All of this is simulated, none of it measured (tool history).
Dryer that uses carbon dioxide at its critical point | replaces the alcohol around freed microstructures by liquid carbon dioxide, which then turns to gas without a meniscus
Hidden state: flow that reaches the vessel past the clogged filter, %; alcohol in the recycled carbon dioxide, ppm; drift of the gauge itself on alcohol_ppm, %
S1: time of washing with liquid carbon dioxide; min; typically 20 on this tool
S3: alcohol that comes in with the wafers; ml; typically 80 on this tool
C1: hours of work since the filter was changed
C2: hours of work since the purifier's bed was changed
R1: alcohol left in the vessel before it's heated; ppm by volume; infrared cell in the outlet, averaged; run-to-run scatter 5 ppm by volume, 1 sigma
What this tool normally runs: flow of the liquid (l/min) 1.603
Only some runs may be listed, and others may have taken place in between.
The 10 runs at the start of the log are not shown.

Run 11, day 7.342: usual settings; C1 247; C2 315. Result: R1 119 ppm by volume.
Run 12, day 8.008: usual settings; C1 259; C2 326. Result: R1 127 ppm by volume.
Run 13, day 8.679: usual settings but S3 57 ml; C1 270; C2 337. Result: R1 114 ppm by volume.
Run 14, day 9.533: usual settings but flow of the liquid (l/min) 1.2, S3 57 ml; C1 284; C2 352. Result: R1 205 ppm by volume.
Run 15, day 10.204: usual settings but flow of the liquid (l/min) 1.2, S3 57 ml; C1 295; C2 363. Result: R1 206 ppm by volume.
Run 16, day 11.012: usual settings but S1 18 min; C1 309; C2 376. Result: R1 165 ppm by volume.
Run 17, day 11.729: usual settings but S3 33 ml; C1 321; C2 388. Result: R1 122 ppm by volume.
Run 18, day 12.117: usual settings but S3 33 ml; C1 327; C2 395. Result: R1 123 ppm by volume.
Run 19, day 12.9: usual settings but S1 21 min, flow of the liquid (l/min) 1.01, S3 56 ml; C1 340; C2 408. Result: R1 300 ppm by volume.
Run 20, day 13.692: usual settings but S1 21 min, flow of the liquid (l/min) 1.01, S3 56 ml; C1 353; C2 421. Result: R1 312 ppm by volume.
Run 21, day 14.596: usual settings but S1 23 min, flow of the liquid (l/min) 1.22, S3 48 ml; C1 368; C2 436. Result: R1 156 ppm by volume.
At day 14.904: inlet filter changed.
Run 22, day 15.092: usual settings but S1 23 min, flow of the liquid (l/min) 1.22, S3 48 ml; C1 3; C2 444. Result: R1 160 ppm by volume.
Run 23, day 15.688: usual settings but S1 23 min, flow of the liquid (l/min) 1.22, S3 30 ml; C1 13; C2 453. Result: R1 140 ppm by volume.
Run 24, day 16.142: usual settings but S1 23 min, flow of the liquid (l/min) 1.22, S3 30 ml; C1 21; C2 461. Result: R1 132 ppm by volume.
Run 25, day 16.933: usual settings but flow of the liquid (l/min) 2.71, S3 114 ml; C1 34; C2 474. Result: R1 135 ppm by volume.
Run 26, day 17.779: usual settings but S1 19 min, flow of the liquid (l/min) 1.39, S3 52 ml; C1 48; C2 488. Result: R1 173 ppm by volume.
Run 27, day 18.321: usual settings but flow of the liquid (l/min) 1.39, S3 35 ml; C1 57; C2 497. Result: R1 159 ppm by volume.
Run 28, day 19.138: usual settings but S1 12 min, flow of the liquid (l/min) 1.23, S3 21 ml; C1 71; C2 511. Result: R1 356 ppm by volume.
Run 29, day 19.846: usual settings but S1 12 min, flow of the liquid (l/min) 1.23, S3 21 ml; C1 82; C2 523. Result: R1 368 ppm by volume.
Run 30, day 20.346: usual settings but S1 21 min, flow of the liquid (l/min) 1.13, S3 21 ml; C1 91; C2 531. Result: R1 180 ppm by volume.

Forecast each of these 5 alternatives for the next run:
Run A, day 21.233: usual settings but flow of the liquid (l/min) 1.58; C1 106; C2 546. Result: R1 ?.
Run B, day 21.233: usual settings but S1 13 min, flow of the liquid (l/min) 2.18, S3 96 ml; C1 106; C2 546. Result: R1 ?.
Run C, day 21.233: usual settings but S1 21 min, flow of the liquid (l/min) 1.46, S3 68 ml; C1 106; C2 546. Result: R1 ?.
Run D, day 21.233: usual settings but S1 17 min, flow of the liquid (l/min) 1.41, S3 36 ml; C1 106; C2 546. Result: R1 ?.
Run E, day 21.233: usual settings but flow of the liquid (l/min) 1.45, S3 23 ml; C1 106; C2 546. Result: R1 ?.

run   R1
  A  178
  B  230
  C  172
  D  199
  E  167
Stripped of hidden state, with their random variation kept, the same runs would have yielded:
run  R1
  A  27
  B  71
  C  21
  D  50
  E  19
